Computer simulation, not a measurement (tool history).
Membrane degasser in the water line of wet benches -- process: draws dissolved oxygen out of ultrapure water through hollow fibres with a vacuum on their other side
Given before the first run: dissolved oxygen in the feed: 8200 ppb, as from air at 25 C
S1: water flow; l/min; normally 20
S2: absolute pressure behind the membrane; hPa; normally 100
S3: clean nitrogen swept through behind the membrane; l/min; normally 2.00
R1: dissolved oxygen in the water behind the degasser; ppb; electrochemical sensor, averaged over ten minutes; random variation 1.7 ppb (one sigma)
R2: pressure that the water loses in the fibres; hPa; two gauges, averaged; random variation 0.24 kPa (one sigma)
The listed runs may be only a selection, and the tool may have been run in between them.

| run | hour | S1 | S2 | S3 | R1 | R2 |
|---|---|---|---|---|---|---|
| 1 | 0.0 | 20 | 100 | 2.00 | 187.4 | 633.3 |
| 2 | 321.3 | 20 | 60 | 2.00 | 94.3 | 634.4 |
| 3 | 592.1 | 20 | 100 | 2.00 | 187.4 | 631.7 |
| 4 | 855.5 | 20 | 100 | 2.00 | 186.9 | 629.2 |
|  | 915.9 | seals of the vacuum lines changed |
| 5 | 1087.2 | 28 | 100 | 2.00 | 311.0 | 882.1 |
| 6 | 1318.3 | 20 | 100 | 2.00 | 186.9 | 634.8 |
| 7 | 1549.5 | 15 | 164 | 2.00 | 242.3 | 474.4 |
| 8 | 1863.6 | 13 | 88 | 2.00 | 90.9 | 410.2 |
| 9 | 2021.8 | 17 | 171 | 3.44 | 179.8 | 539.4 |
| 10 | 2218.1 | 30 | 171 | 3.44 | 387.0 | 946.5 |
| 11 | 2530.9 | 30 | 171 | 3.44 | 390.4 | 950.1 |
| 12 | 2694.4 | 18 | 84 | 1.23 | 190.8 | 570.2 |

3 ways to go on from here, each from the tool as it stands after run 12. What would each give?
|  | 2901.9 | vacuum gauge calibrated |
| A | 2971.4 | 16 | 100 | 1.99 | ? | ? |
|  | 2901.9 | vacuum gauge calibrated |
| B | 2971.4 | 20 | 100 | 1.19 | ? | ? |
|  | 2901.9 | vacuum gauge calibrated |
| C | 2971.4 | 28 | 62 | 4.43 | ? | ? |

| run | R1 | R2 |
|---|---|---|
| A | 142.1 | 505.7 |
| B | 280.6 | 630.1 |
| C | 140.3 | 888.1 |
With no hidden state in the tool, these same runs would have given:
| run | R1 | R2 |
|---|---|---|
| A | 142.1 | 505.4 |
| B | 280.5 | 629.7 |
| C | 140.0 | 887.5 |
